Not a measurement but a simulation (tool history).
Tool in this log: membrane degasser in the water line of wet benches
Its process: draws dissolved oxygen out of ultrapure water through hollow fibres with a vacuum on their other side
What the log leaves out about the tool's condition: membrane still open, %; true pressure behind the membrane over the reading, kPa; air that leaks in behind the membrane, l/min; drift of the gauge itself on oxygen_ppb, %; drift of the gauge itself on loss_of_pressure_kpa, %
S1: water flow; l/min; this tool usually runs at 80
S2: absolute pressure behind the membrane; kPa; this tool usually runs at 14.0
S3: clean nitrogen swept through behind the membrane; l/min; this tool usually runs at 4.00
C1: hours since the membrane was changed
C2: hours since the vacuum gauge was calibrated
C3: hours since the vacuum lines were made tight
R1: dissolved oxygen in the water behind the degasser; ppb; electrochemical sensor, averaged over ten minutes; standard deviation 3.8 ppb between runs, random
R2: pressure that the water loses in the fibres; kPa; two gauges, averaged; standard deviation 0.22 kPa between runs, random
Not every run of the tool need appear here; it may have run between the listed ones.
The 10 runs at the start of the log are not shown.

run    hour  S1    S2     S3    C1    C2    C3     R1     R2
 11   709.7  80  14.0   4.00  2856  1207   197  455.1  55.59
 12   757.2  80  14.0   4.00  2904  1254   244  469.0  55.53
 13   837.3  80  14.0   4.00  2984  1335   325  466.2  55.90
 14   893.3  80  14.0   4.00  3040  1390   381  464.2  56.05
 15   937.6  80  14.0   4.00  3084  1435   425  461.1  55.73
 16   998.3  80  14.0   4.00  3145  1496   486  472.2  56.11
     1006.5  -- vacuum gauge calibrated
 17  1065.9  80  14.0   9.29  3212    59   553  220.3  55.95
 18  1128.6  80  14.0   9.29  3275   122   615  221.9  55.92
 19  1218.6  73  20.9   4.52  3365   212   705  612.3  51.06
 20  1290.2  53  18.1   2.66  3436   284   777  631.0  37.43
 21  1350.2  49  23.1   8.99  3496   344   837  257.5  34.54
 22  1429.4  49  23.1   8.99  3575   423   916  256.4  34.34
     1514.2  -- vacuum gauge calibrated, once more
 23  1522.4  49  23.1   8.99  3668     8  1009  255.2  34.35
 24  1613.1  66  14.0   4.00  3759    99  1099  391.4  46.42
 25  1679.7  80   9.8  11.58  3825   165  1166  109.7  55.95
 26  1781.2  80   9.8  11.58  3927   267  1268  112.8  56.07
 27  1864.7  80  16.4   2.97  4010   350  1351  713.0  56.42
 28  1966.6  80  16.4   2.97  4112   452  1453  707.6  56.28
 29  2038.9  70  10.4   1.88  4184   525  1525  517.7  49.36
 30  2117.1  80  14.0   2.57  4263   603  1603  665.8  56.06
 31  2173.5  70  18.7   4.26  4319   659  1660  543.8  49.66
 32  2270.9  90  18.7  10.68  4416   757  1757  307.6  63.39

Branching from run 32: 4 alternative next runs. What would each branch give?
  A  2344.2   50  18.7  10.68  4490  830  1831   ?   ?
  B  2344.2   98  27.8   2.52  4490  830  1831   ?   ?
  C  2344.2   80  14.0   5.85  4490  830  1831   ?   ?
  D  2344.2  120  14.0   4.00  4490  830  1831   ?   ?

run      R1     R2
  A   174.0  35.40
  B  1626.7  69.66
  C   334.9  56.51
  D   663.3  84.42
Without the tool's hidden state the same runs would have given:
run      R1     R2
  A   172.9  34.08
  B  1621.6  67.05
  C   331.9  54.40
  D   656.2  81.26

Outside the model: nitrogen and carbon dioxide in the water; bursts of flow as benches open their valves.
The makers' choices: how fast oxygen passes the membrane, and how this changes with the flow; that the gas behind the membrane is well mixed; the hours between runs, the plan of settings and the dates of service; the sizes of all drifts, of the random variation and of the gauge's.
